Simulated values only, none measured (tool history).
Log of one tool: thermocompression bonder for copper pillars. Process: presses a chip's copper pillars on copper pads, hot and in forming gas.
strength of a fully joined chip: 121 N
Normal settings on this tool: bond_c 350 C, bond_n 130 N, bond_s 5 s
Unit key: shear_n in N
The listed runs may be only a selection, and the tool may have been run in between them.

run	hour	bond_c	bond_n	bond_s	shear_n
1	0	350	130	5	60.2
2	11.4	350	130	5	60.1
3	21.3	350	102	5	54
4	26.5	350	102	5	54.5
5	32.7	350	102	5	54.2
6	39.1	350	102	5	54.3
7	47.3	374	185	5	79.4
8	58.2	374	185	5	79.6
9	63.6	374	185	5	79.6
10	73.9	343	81	5	46.6
11	80.7	343	81	5	46.5
12	90.4	343	81	5	46.8

4 options for the next run, each taken on its own from the tool as it stands now. Forecast them:
A	99.8	372	121	5	?
B	99.8	350	130	3	?
C	99.8	343	81	4	?
D	99.8	330	81	5	?

run	shear_n
A	68.1
B	50.5
C	42.8
D	41.7
Stripped of hidden state, with their random variation kept, the same runs would have yielded:
run	shear_n
A	67.6
B	50.1
C	42.5
D	41.4

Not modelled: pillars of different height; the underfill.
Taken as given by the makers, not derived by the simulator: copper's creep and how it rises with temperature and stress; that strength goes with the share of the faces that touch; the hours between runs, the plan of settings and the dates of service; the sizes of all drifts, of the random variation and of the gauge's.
